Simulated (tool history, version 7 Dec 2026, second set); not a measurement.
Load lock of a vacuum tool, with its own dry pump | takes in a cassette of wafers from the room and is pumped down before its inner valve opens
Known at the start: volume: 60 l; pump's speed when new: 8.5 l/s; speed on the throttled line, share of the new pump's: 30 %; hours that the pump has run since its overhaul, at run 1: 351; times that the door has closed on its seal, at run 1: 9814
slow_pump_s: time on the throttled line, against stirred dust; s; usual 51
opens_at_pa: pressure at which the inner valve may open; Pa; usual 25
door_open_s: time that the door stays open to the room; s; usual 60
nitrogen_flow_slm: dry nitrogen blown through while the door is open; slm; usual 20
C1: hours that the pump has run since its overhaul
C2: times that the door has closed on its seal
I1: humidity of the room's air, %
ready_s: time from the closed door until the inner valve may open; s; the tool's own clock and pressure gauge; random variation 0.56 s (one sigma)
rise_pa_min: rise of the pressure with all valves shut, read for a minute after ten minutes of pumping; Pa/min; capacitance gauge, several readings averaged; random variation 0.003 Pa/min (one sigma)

Run 1, hour 0.0: usual settings; C1 351; C2 9814; I1 49.1. Result: ready_s 95.1 s, rise_pa_min 0.221 Pa/min.
Run 2, hour 73.9: usual settings; C1 425; C2 9897; I1 43.7. Result: ready_s 95.0 s, rise_pa_min 0.229 Pa/min.
Run 3, hour 125.0: usual settings; C1 476; C2 9954; I1 45.3. Result: ready_s 94.8 s, rise_pa_min 0.223 Pa/min.
Run 4, hour 170.8: usual settings but opens_at_pa 20 Pa; C1 522; C2 10006; I1 44.6. Result: ready_s 96.4 s, rise_pa_min 0.223 Pa/min.
Run 5, hour 234.3: usual settings but opens_at_pa 20 Pa; C1 585; C2 10077; I1 47.0. Result: ready_s 96.2 s, rise_pa_min 0.222 Pa/min.
Run 6, hour 311.9: usual settings but opens_at_pa 20 Pa; C1 663; C2 10164; I1 42.7. Result: ready_s 96.2 s, rise_pa_min 0.230 Pa/min.
Run 7, hour 366.6: usual settings but opens_at_pa 20 Pa; C1 718; C2 10226; I1 43.2. Result: ready_s 96.2 s, rise_pa_min 0.230 Pa/min.
Run 8, hour 444.5: usual settings but nitrogen_flow_slm 4 slm; C1 795; C2 10314; I1 47.3. Result: ready_s 95.1 s, rise_pa_min 0.254 Pa/min.
Run 9, hour 512.0: usual settings but nitrogen_flow_slm 4 slm; C1 863; C2 10389; I1 45.0. Result: ready_s 95.3 s, rise_pa_min 0.258 Pa/min.
Run 10, hour 590.3: usual settings; C1 941; C2 10477; I1 44.3. Result: ready_s 96.0 s, rise_pa_min 0.242 Pa/min.
Run 11, hour 674.6: usual settings; C1 1026; C2 10572; I1 43.8. Result: ready_s 94.9 s, rise_pa_min 0.243 Pa/min.
Run 12, hour 730.3: usual settings; C1 1081; C2 10635; I1 46.4. Result: ready_s 95.2 s, rise_pa_min 0.241 Pa/min.
Run 13, hour 787.3: usual settings but door_open_s 26 s; C1 1138; C2 10699; I1 43.5. Result: ready_s 94.8 s, rise_pa_min 0.247 Pa/min.
Run 14, hour 823.8: usual settings but door_open_s 26 s; C1 1175; C2 10740; I1 46.3. Result: ready_s 95.1 s, rise_pa_min 0.237 Pa/min.
Run 15, hour 895.8: usual settings but slow_pump_s 69 s, door_open_s 219 s, nitrogen_flow_slm 22 slm; C1 1247; C2 10821; I1 46.4. Result: ready_s 107.5 s, rise_pa_min 0.261 Pa/min.
Run 16, hour 984.8: usual settings but slow_pump_s 60 s, opens_at_pa 37 Pa; C1 1336; C2 10921; I1 45.0. Result: ready_s 99.5 s, rise_pa_min 0.250 Pa/min.
Run 17, hour 1074.5: usual settings but slow_pump_s 36 s, opens_at_pa 32 Pa; C1 1425; C2 11022; I1 44.9. Result: ready_s 83.6 s, rise_pa_min 0.259 Pa/min.
Run 18, hour 1145.3: usual settings but slow_pump_s 36 s, opens_at_pa 32 Pa; C1 1496; C2 11102; I1 43.6. Result: ready_s 82.2 s, rise_pa_min 0.262 Pa/min.
Run 19, hour 1218.2: usual settings but slow_pump_s 36 s, opens_at_pa 32 Pa; C1 1569; C2 11184; I1 47.4. Result: ready_s 83.3 s, rise_pa_min 0.262 Pa/min.
Run 20, hour 1285.3: usual settings but opens_at_pa 21 Pa, door_open_s 40 s; C1 1636; C2 11259; I1 45.9. Result: ready_s 96.8 s, rise_pa_min 0.261 Pa/min.
Run 21, hour 1348.1: usual settings but opens_at_pa 21 Pa, door_open_s 40 s; C1 1699; C2 11330; I1 44.3. Result: ready_s 96.0 s, rise_pa_min 0.266 Pa/min.
Run 22, hour 1411.5: usual settings but opens_at_pa 21 Pa, door_open_s 40 s; C1 1762; C2 11401; I1 43.3. Result: ready_s 96.6 s, rise_pa_min 0.269 Pa/min.
Run 23, hour 1501.3: usual settings but opens_at_pa 21 Pa, door_open_s 40 s; C1 1852; C2 11502; I1 46.1. Result: ready_s 96.7 s, rise_pa_min 0.276 Pa/min.
Run 24, hour 1549.5: usual settings but opens_at_pa 21 Pa, door_open_s 40 s; C1 1901; C2 11556; I1 41.8. Result: ready_s 96.5 s, rise_pa_min 0.277 Pa/min.
Run 25, hour 1632.0: usual settings but opens_at_pa 41 Pa, door_open_s 40 s; C1 1983; C2 11649; I1 44.7. Result: ready_s 91.8 s, rise_pa_min 0.270 Pa/min.
Run 26, hour 1683.4: usual settings but opens_at_pa 41 Pa, door_open_s 40 s; C1 2034; C2 11707; I1 46.3. Result: ready_s 91.4 s, rise_pa_min 0.281 Pa/min.
Run 27, hour 1767.6: usual settings but door_open_s 166 s, nitrogen_flow_slm 10 slm; C1 2119; C2 11801; I1 41.8. Result: ready_s 95.9 s, rise_pa_min 0.300 Pa/min.
Run 28, hour 1834.6: usual settings but door_open_s 166 s, nitrogen_flow_slm 10 slm; C1 2186; C2 11877; I1 44.8. Result: ready_s 95.1 s, rise_pa_min 0.306 Pa/min.

Forecast each of these 5 alternatives for the next run:
Run A, hour 1918.2: usual settings but door_open_s 61 s, nitrogen_flow_slm 4 slm; C1 2269; C2 11971; I1 42.7. Result: ready_s ?, rise_pa_min ?.
Run B, hour 1918.2: usual settings but slow_pump_s 64 s, door_open_s 58 s, nitrogen_flow_slm 5 slm; C1 2269; C2 11971; I1 42.7. Result: ready_s ?, rise_pa_min ?.
Run C, hour 1918.2: usual settings but slow_pump_s 40 s; C1 2269; C2 11971; I1 42.1. Result: ready_s ?, rise_pa_min ?.
Run D, hour 1918.2: usual settings but door_open_s 72 s, nitrogen_flow_slm 10 slm; C1 2269; C2 11971; I1 46.5. Result: ready_s ?, rise_pa_min ?.
Run E, hour 1918.2: usual settings but opens_at_pa 27 Pa; C1 2269; C2 11971; I1 45.0. Result: ready_s ?, rise_pa_min ?.

run  ready_s  rise_pa_min
  A     95.5        0.302
  B    105.2        0.308
  C     87.9        0.303
  D     95.0        0.303
  E     95.6        0.287
Without the tool's hidden state the same runs would have given:
run  ready_s  rise_pa_min
  A     94.7        0.032
  B    104.5        0.033
  C     87.0        0.022
  D     94.2        0.031
  E     94.8        0.017
